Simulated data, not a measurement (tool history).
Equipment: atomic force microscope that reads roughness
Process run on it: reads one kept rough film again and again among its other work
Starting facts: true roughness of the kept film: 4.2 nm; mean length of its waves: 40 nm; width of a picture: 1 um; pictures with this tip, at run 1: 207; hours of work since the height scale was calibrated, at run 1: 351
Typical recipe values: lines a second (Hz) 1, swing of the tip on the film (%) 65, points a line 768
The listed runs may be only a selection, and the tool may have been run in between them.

run	day	lines a second (Hz)	swing of the tip on the film (%)	points a line	pictures with this tip	hours of work since the height scale was calibrated	roughness of the kept film (nm (root mean square))
1	0	1	65	768	207	351	3.602
# day 0.204: new tip fitted
2	0.679	1	65	768	23	364	3.813
3	1.117	1.72	65	768	44	372	3.695
4	1.492	1	65	380	63	379	3.763
5	2.238	1	65	266	99	393	3.719
6	2.717	1	65	266	122	402	3.662
7	3.112	1	65	326	141	409	3.657
8	3.55	1	65	326	163	417	3.65
9	4.138	1	65	326	191	428	3.616
10	4.592	1	65	326	213	437	3.585
# day 4.667: new tip fitted
11	5.229	1	56	768	28	448	3.851
12	5.833	1	56	768	57	459	3.826
13	6.212	1	65	768	75	467	3.695
14	6.883	1	65	768	108	479	3.683
15	7.371	1	65	768	132	488	3.656
16	7.792	1.62	65	768	152	496	3.565
17	8.208	1.62	65	768	173	504	3.565
18	8.908	1.62	65	768	207	517	3.522
# day 9.096: new tip fitted
19	9.442	1	62	768	17	526	3.841
20	9.912	1	62	768	40	535	3.826
21	10.446	1	62	768	66	545	3.78
22	10.921	1	62	768	89	554	3.748
23	11.254	1	65	504	105	560	3.683
24	11.717	1	65	504	128	569	3.686
25	12.221	1	65	768	152	578	3.649
26	12.596	1.53	65	768	170	585	3.581
27	13.2	1.51	78	672	200	596	3.384
# day 13.554: new tip fitted
28	13.846	1.63	62	618	14	608	3.78
29	14.371	1	65	989	40	618	3.797
30	14.912	0.51	82	768	66	628	3.721
31	15.571	1.64	59	785	98	640	3.716
32	16.288	1	65	298	133	654	3.662
33	16.929	2.78	88	342	164	665	2.884
34	17.55	0.51	88	444	195	677	3.528
35	17.908	0.51	88	417	212	684	3.521
# day 18.021: new tip fitted
36	18.625	0.73	72	775	29	697	3.82
37	19.375	0.73	72	775	65	711	3.769
38	19.925	1.55	62	257	92	721	3.677
39	20.512	1	67	765	121	732	3.686
40	21.017	1.89	57	341	145	741	3.656
41	21.454	1	61	768	167	749	3.694
42	22.208	1	61	768	204	764	3.618
# day 22.488: new tip fitted
43	22.675	3.84	62	768	9	772	3.589
44	23.271	3.02	65	512	38	783	3.594
45	23.917	1	65	832	70	795	3.767
46	24.588	1.55	65	383	102	808	3.655
47	25.321	1.55	65	383	138	821	3.61
48	26.112	1.55	65	383	177	836	3.555
49	26.688	1.55	65	383	205	847	3.529
# day 26.95: new tip fitted
50	27.417	2.44	57	385	23	860	3.729
51	28.208	2.44	57	385	62	875	3.703
52	28.667	2.44	57	385	84	883	3.667

Each row is a separate what-if for the run after 52, all from the same tool condition, not one after another. Results?
A	29.254	1	62	887	113	894	?
B	29.254	0.54	86	385	113	894	?
C	29.254	1	62	768	113	894	?

run	roughness of the kept film (nm (root mean square))
A	3.682
B	3.599
C	3.701
Had the tool no hidden state, the same runs would have come out as:
run	roughness of the kept film (nm (root mean square))
A	3.869
B	3.782
C	3.889
